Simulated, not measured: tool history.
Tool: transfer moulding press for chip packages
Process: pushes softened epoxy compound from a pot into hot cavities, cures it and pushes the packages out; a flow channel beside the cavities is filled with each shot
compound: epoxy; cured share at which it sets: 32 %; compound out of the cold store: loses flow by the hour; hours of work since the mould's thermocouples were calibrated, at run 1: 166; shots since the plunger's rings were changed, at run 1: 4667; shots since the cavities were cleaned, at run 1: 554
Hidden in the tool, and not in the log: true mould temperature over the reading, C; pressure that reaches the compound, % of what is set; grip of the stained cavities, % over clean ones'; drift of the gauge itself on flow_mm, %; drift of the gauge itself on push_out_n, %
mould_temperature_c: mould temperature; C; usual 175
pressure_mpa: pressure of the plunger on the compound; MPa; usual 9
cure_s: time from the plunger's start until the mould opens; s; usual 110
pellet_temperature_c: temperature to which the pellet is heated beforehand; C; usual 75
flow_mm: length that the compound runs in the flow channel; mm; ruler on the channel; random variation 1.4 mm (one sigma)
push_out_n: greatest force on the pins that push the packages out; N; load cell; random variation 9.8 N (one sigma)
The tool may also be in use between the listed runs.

run	hour	mould_temperature_c	pressure_mpa	cure_s	pellet_temperature_c	hours of work since the mould's thermocouples were calibrated	shots since the plunger's rings were changed	shots since the cavities were cleaned	incoming compound's hours out of the cold store	flow_mm	push_out_n
1	0	175	9	110	75	166	4667	554	17.8	612	743
# hour 21.4: cavities cleaned with cleaning compound and waxed
2	23.1	175	9	110	75	176	4829	12	27.6	569	453
3	44.3	175	9	110	75	185	4989	172	12.2	632	582
4	57.2	175	9	143	75	191	5086	269	24.1	582	498
5	73.1	175	9	143	75	199	5206	389	46.2	506	550
6	85.6	175	9	143	75	205	5300	483	22.1	591	584
7	99.5	175	9	143	75	211	5405	588	21.4	593	608
# hour 115.2: cavities cleaned with cleaning compound and waxed
8	117.9	172	9	110	75	219	5531	20	40.3	531	551
9	128.4	175	9	115	75	224	5610	99	18.4	605	491
10	145.2	175	9	115	75	231	5736	225	35.4	539	555
# hour 152.2: plunger's sealing rings changed
11	160.3	175	9	115	75	237	60	320	12.3	653	611
12	179.3	175	9	115	75	246	204	464	46.3	523	627
13	192.3	175	8.15	126	75	252	301	561	36.3	532	630
# hour 212.1: cavities cleaned with cleaning compound and waxed
14	215.1	170	7.78	97	77	262	462	23	12.6	627	943
15	238.8	176	7.78	137	77	273	639	200	44.5	487	490
16	258.3	176	7.78	137	77	282	787	348	47.7	477	533
17	278	177	9.37	126	66	291	935	496	33.5	568	573
18	288.3	183	9	133	75	296	1012	573	18.8	593	566
# hour 306.4: cavities cleaned with cleaning compound and waxed
19	309.8	183	9.27	123	75	305	1162	25	45.7	508	382
20	332.6	183	9.27	123	75	316	1334	197	33	548	457
21	347.2	180	7.19	122	66	322	1444	307	35.4	481	507
22	369.8	180	7.19	122	66	333	1614	477	26.2	510	571
23	385	167	9	125	74	340	1728	591	36.5	580	1021
# hour 400: cavities cleaned with cleaning compound and waxed
24	400	182	6.93	138	80	346	1830	0	10.7	547	359

The same runs without the tool's hidden state, with the same run-to-run variation:
run	flow_mm	push_out_n
1	637	463
2	593	444
3	659	471
4	608	368
5	528	376
6	618	379
7	620	377
8	556	532
9	634	428
10	565	428
11	657	436
12	527	408
13	536	392
14	632	902
15	492	387
16	483	375
17	575	369
18	600	353
19	515	358
20	557	352
21	489	361
22	520	370
23	591	621
24	558	352

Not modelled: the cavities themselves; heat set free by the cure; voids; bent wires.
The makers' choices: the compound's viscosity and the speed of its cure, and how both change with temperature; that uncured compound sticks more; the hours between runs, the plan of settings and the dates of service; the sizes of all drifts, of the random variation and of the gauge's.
